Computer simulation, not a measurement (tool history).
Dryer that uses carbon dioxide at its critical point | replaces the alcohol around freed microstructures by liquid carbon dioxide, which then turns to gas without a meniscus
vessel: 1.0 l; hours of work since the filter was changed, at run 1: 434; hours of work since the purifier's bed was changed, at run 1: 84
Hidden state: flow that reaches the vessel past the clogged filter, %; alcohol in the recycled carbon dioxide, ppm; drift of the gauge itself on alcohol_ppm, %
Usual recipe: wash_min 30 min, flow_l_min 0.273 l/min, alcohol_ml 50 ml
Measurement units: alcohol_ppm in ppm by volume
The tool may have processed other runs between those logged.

run	hour	wash_min	flow_l_min	alcohol_ml	hours of work since the filter was changed	hours of work since the purifier's bed was changed	alcohol_ppm
1	0.0	30	0.273	50	434	84	52
2	25.9	30	0.273	50	447	97	52
3	61.7	30	0.273	95	465	116	82
4	91.6	30	0.397	50	481	131	28
# hour 117.7: inlet filter changed
5	130.8	30	0.397	50	7	151	30
6	175.9	30	0.397	50	30	174	27
7	222.2	44	0.340	66	54	198	34
8	266.5	44	0.340	66	77	221	33
9	299.5	30	0.371	50	94	238	29
10	329.2	24	0.169	50	109	253	1212
11	355.3	36	0.219	37	122	267	58
12	398.8	30	0.175	94	145	289	783

Had the tool no unlogged condition, and each run kept its random variation, what would the results have been?
run	alcohol_ppm
1	21
2	18
3	27
4	10
5	9
6	4
7	9
8	5
9	0
10	1069
11	19
12	632

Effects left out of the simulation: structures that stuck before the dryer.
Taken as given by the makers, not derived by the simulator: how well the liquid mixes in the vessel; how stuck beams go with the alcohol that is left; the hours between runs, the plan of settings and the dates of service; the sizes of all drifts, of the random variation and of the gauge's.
